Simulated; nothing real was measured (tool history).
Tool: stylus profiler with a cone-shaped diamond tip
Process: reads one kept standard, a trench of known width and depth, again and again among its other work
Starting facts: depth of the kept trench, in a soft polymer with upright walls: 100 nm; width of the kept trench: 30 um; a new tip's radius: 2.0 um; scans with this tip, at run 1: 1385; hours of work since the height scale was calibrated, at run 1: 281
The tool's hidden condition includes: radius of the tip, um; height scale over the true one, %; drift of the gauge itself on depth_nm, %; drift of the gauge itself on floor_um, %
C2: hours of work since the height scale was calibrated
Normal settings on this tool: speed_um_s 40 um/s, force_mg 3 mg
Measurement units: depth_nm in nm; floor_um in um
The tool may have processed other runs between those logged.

{"run": 1, "hour": 0.0, "speed_um_s": 40, "force_mg": 3, "scans with this tip": 1385, "C2": 281, "depth_nm": 100.77, "floor_um": 28.56}
{"run": 2, "hour": 18.6, "speed_um_s": 40, "force_mg": 3, "scans with this tip": 1430, "C2": 290, "depth_nm": 100.81, "floor_um": 28.55}
{"run": 3, "hour": 38.4, "speed_um_s": 40, "force_mg": 3, "scans with this tip": 1478, "C2": 300, "depth_nm": 100.76, "floor_um": 28.5}
{"run": 4, "hour": 59.6, "speed_um_s": 18, "force_mg": 3, "scans with this tip": 1530, "C2": 310, "depth_nm": 100.75, "floor_um": 28.62}
{"run": 5, "hour": 78.5, "speed_um_s": 18, "force_mg": 3, "scans with this tip": 1576, "C2": 319, "depth_nm": 100.78, "floor_um": 28.66}
{"run": 6, "hour": 100.7, "speed_um_s": 107, "force_mg": 3, "scans with this tip": 1629, "C2": 330, "depth_nm": 100.74, "floor_um": 28.35}
{"run": 7, "hour": 119.4, "speed_um_s": 107, "force_mg": 3, "scans with this tip": 1675, "C2": 340, "depth_nm": 100.8, "floor_um": 28.32}
{"run": 8, "hour": 140.3, "speed_um_s": 40, "force_mg": 3, "scans with this tip": 1726, "C2": 350, "depth_nm": 100.78, "floor_um": 28.57}
{"run": 9, "hour": 150.4, "speed_um_s": 40, "force_mg": 3, "scans with this tip": 1750, "C2": 355, "depth_nm": 100.77, "floor_um": 28.53}
{"run": 10, "hour": 172.3, "speed_um_s": 105, "force_mg": 1.4, "scans with this tip": 1803, "C2": 366, "depth_nm": 100.45, "floor_um": 28.13}
{"run": 11, "hour": 194.7, "speed_um_s": 105, "force_mg": 1.4, "scans with this tip": 1858, "C2": 377, "depth_nm": 100.44, "floor_um": 28.1}
{"run": 12, "hour": 212.8, "speed_um_s": 62, "force_mg": 5.77, "scans with this tip": 1902, "C2": 386, "depth_nm": 101.21, "floor_um": 28.55}
{"run": 13, "hour": 235.7, "speed_um_s": 11, "force_mg": 2.82, "scans with this tip": 1957, "C2": 397, "depth_nm": 100.74, "floor_um": 28.71}
{"run": 14, "hour": 248.8, "speed_um_s": 12, "force_mg": 2.79, "scans with this tip": 1989, "C2": 403, "depth_nm": 100.67, "floor_um": 28.65}
{"run": 15, "hour": 262.5, "speed_um_s": 12, "force_mg": 2.79, "scans with this tip": 2022, "C2": 410, "depth_nm": 100.74, "floor_um": 28.63}
{"run": 16, "hour": 274.7, "speed_um_s": 12, "force_mg": 2.79, "scans with this tip": 2052, "C2": 416, "depth_nm": 100.72, "floor_um": 28.7}
{"run": 17, "hour": 293.9, "speed_um_s": 25, "force_mg": 3, "scans with this tip": 2098, "C2": 425, "depth_nm": 100.69, "floor_um": 28.63}

For each run, the measured value with the value that run would have given without the tool's hidden condition subtracted. The run-to-run variation is shared by both, the gauge scatter possibly not:
run=1 depth_nm=-0.06 floor_um=-0.02
run=2 depth_nm=-0.06 floor_um=-0.01
run=3 depth_nm=-0.07 floor_um=-0.02
run=4 depth_nm=-0.06 floor_um=-0.02
run=5 depth_nm=-0.07 floor_um=-0.02
run=6 depth_nm=-0.07 floor_um=-0.02
run=7 depth_nm=-0.08 floor_um=-0.02
run=8 depth_nm=-0.08 floor_um=-0.02
run=9 depth_nm=-0.08 floor_um=-0.02
run=10 depth_nm=-0.09 floor_um=-0.02
run=11 depth_nm=-0.08 floor_um=-0.03
run=12 depth_nm=-0.09 floor_um=-0.02
run=13 depth_nm=-0.09 floor_um=-0.03
run=14 depth_nm=-0.09 floor_um=-0.03
run=15 depth_nm=-0.09 floor_um=-0.03
run=16 depth_nm=-0.09 floor_um=-0.03
run=17 depth_nm=-0.1 floor_um=-0.03
